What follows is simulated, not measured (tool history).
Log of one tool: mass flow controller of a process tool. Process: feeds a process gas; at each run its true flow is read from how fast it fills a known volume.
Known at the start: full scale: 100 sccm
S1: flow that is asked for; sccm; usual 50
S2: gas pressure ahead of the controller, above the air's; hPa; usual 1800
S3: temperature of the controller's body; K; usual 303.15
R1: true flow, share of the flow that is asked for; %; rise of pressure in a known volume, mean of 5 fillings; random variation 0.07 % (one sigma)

run,hour,S1,S2,S3,R1
1,0.0,50,1800,303.15,97.36
2,83.7,50,1540,303.15,97.51
3,214.6,50,1540,303.15,97.36
4,348.0,50,1800,303.15,97.35
5,411.0,18,1800,303.15,95.28
6,518.4,18,1800,303.15,95.26
7,626.5,18,1800,303.15,95.09
8,694.3,18,1800,303.15,95.16
9,799.0,18,1800,303.15,94.98
10,880.8,50,2770,303.15,96.70
11,1011.4,50,1800,303.15,97.14
12,1125.8,50,1800,303.15,97.12
13,1248.7,50,1800,303.15,97.02
14,1320.1,15,1800,303.15,94.03
15,1421.4,15,1800,303.15,94.17
16,1479.1,15,2450,303.15,93.64
17,1603.5,15,2450,303.15,93.54
18,1716.8,15,1570,303.15,93.93
19,1812.6,15,1570,303.15,94.03
20,1901.7,15,1570,303.15,93.83
21,1984.5,15,1570,303.15,93.94
22,2046.6,15,1570,303.15,93.71
23,2151.2,35,1800,302.15,96.02
24,2212.8,41,2010,296.15,96.49
25,2313.5,41,2010,299.15,96.38
26,2404.2,41,2010,299.15,96.46
27,2491.1,21,1770,309.15,94.31
28,2614.7,58,2510,309.15,96.13
29,2702.0,43,1800,310.15,95.90
30,2756.9,23,1800,304.15,93.84
31,2824.2,71,2030,296.15,97.22
32,2903.8,27,1940,302.15,94.32
33,3033.4,27,1940,302.15,94.28
34,3148.3,89,1580,311.15,98.07
35,3249.3,17,1580,298.15,97.11
36,3321.2,63,1800,303.15,97.81
37,3409.8,63,1800,303.15,97.83
38,3512.7,62,1740,303.15,97.91
39,3648.0,27,1800,302.15,96.91
40,3763.3,27,1800,302.15,96.88
41,3823.3,21,2370,302.15,96.42
42,3900.3,65,2020,312.15,97.27
43,3992.4,33,2340,303.15,96.76
44,4116.0,27,2550,303.15,96.32

Taken out of this log: 2 entries between the listed runs. Where each belongs, and how the hidden state differs across it:
Between runs 29 and 30: controller's zero set anew (hour 2711.1)
  flow at rest that the sensor doesn't see, % of full scale: -0.616 -> -0.815; true flow over the shown one, %: -1.24 -> -1.25
  measured less the result without the state, R1: -2.67 -> -4.79 %
Between runs 33 and 34: controller's zero set anew, once more (hour 3118.1)
  flow at rest that the sensor doesn't see, % of full scale: -0.837 -> -0.072; true flow over the shown one, %: -1.29 -> -1.3
  measured less the result without the state, R1: -4.39 -> -1.38 %
